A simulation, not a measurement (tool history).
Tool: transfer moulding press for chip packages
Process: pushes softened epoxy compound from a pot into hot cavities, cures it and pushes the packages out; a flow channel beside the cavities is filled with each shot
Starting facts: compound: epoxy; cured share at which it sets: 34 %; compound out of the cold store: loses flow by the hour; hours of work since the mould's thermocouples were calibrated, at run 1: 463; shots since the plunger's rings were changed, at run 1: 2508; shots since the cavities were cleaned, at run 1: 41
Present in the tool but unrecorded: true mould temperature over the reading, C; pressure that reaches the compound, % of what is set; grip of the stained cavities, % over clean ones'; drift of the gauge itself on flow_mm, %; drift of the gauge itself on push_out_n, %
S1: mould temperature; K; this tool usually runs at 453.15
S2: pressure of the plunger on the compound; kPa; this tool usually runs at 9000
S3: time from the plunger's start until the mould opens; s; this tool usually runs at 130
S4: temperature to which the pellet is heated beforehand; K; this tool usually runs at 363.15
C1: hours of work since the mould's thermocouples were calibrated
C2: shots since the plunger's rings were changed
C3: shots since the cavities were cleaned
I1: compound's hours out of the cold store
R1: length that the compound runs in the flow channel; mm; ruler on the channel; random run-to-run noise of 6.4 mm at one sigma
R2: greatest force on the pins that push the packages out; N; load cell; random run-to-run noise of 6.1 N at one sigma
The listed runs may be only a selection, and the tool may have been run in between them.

run,hour,S1,S2,S3,S4,C1,C2,C3,I1,R1,R2
1,0.0,453.15,9000,130,363.15,463,2508,41,17.7,634,237
# hour 6.5: mould's thermocouples calibrated
# hour 38.0: cavities cleaned with cleaning compound and waxed
2,38.0,453.15,9000,130,363.15,22,2894,0,14.5,640,239
3,74.1,453.15,9000,130,373.15,48,3299,405,8.3,663,363
# hour 78.7: cavities cleaned with cleaning compound and waxed
4,101.8,453.15,9000,130,373.15,67,3593,259,14.1,641,313
# hour 122.4: plunger's sealing rings changed
# hour 123.9: cavities cleaned with cleaning compound and waxed
5,134.4,453.15,9350,130,373.15,88,118,118,9.6,696,292
6,157.5,453.15,9000,130,363.15,105,377,377,24.7,649,331
# hour 163.1: cavities cleaned with cleaning compound and waxed
7,183.3,453.15,9000,130,363.15,123,650,227,47.1,580,281
# hour 203.5: cavities cleaned with cleaning compound and waxed
8,231.6,453.15,9000,130,363.15,157,1174,315,36.8,613,317
# hour 242.6: cavities cleaned with cleaning compound and waxed
9,259.7,453.15,9000,130,363.15,176,1472,191,29.5,624,289
# hour 283.2: cavities cleaned with cleaning compound and waxed
10,286.2,453.15,9000,130,363.15,194,1753,33,44.1,579,248
# hour 323.4: cavities cleaned with cleaning compound and waxed
11,330.3,453.15,9000,130,363.15,225,2230,77,14.4,659,253
12,359.8,453.15,9000,130,363.15,247,2561,408,42.2,570,326
# hour 364.8: cavities cleaned with cleaning compound and waxed
13,386.7,453.15,9000,130,363.15,265,2847,246,29.9,607,299
# hour 405.2: cavities cleaned with cleaning compound and waxed
14,423.5,453.15,9000,130,363.15,291,3243,205,32.5,600,293
# hour 444.3: cavities cleaned with cleaning compound and waxed
# hour 474.6: plunger's sealing rings changed
15,474.6,453.15,9000,135,360.15,325,0,313,12.4,700,323
# hour 486.8: cavities cleaned with cleaning compound and waxed
16,515.7,450.15,9000,157,360.15,354,444,324,14.0,706,296
# hour 526.8: cavities cleaned with cleaning compound and waxed
17,560.4,451.15,9000,166,363.15,386,928,376,29.7,639,278
# hour 565.1: cavities cleaned with cleaning compound and waxed
# hour 603.7: cavities cleaned with cleaning compound and waxed
18,603.7,451.15,8020,166,370.15,415,1380,0,38.7,577,198
# hour 644.4: cavities cleaned with cleaning compound and waxed
19,648.6,453.15,6830,130,355.15,447,1867,47,13.5,569,245
# hour 678.4: mould's thermocouples calibrated
# hour 686.9: cavities cleaned with cleaning compound and waxed
20,689.8,456.15,7820,130,355.15,7,2290,32,39.4,547,230
21,710.1,456.15,7820,130,355.15,22,2517,259,36.0,552,300
# hour 725.8: cavities cleaned with cleaning compound and waxed
22,755.9,453.15,9000,130,358.15,54,3014,337,21.8,618,320
# hour 766.2: cavities cleaned with cleaning compound and waxed
23,782.7,453.15,9000,130,358.15,73,3298,184,47.7,560,297
# hour 805.6: cavities cleaned with cleaning compound and waxed
24,805.6,453.15,9000,130,372.15,88,3538,0,12.8,641,236
# hour 829.6: plunger's sealing rings changed
# hour 847.2: cavities cleaned with cleaning compound and waxed
25,847.7,453.15,9000,130,372.15,116,186,5,25.5,646,238
26,872.0,453.15,9000,130,372.15,134,459,278,15.3,681,306
# hour 887.4: cavities cleaned with cleaning compound and waxed
27,904.0,459.15,9910,130,363.15,156,801,187,37.2,623,253

Each row is a separate what-if for the run after 27, all from the same tool condition, not one after another. Results?
# hour 926.8: cavities cleaned with cleaning compound and waxed
A,938.9,455.15,6800,130,356.15,180,1176,136,44.3,?,?
# hour 926.8: cavities cleaned with cleaning compound and waxed
B,938.9,449.15,9000,130,363.15,180,1176,136,30.6,?,?
# hour 926.8: cavities cleaned with cleaning compound and waxed
C,938.9,451.15,9910,130,363.15,180,1176,136,41.8,?,?

run,R1,R2
A,510,263
B,636,343
C,633,285
Without the tool's unlogged condition, the same runs would have read:
run,R1,R2
A,523,211
B,652,278
C,649,229
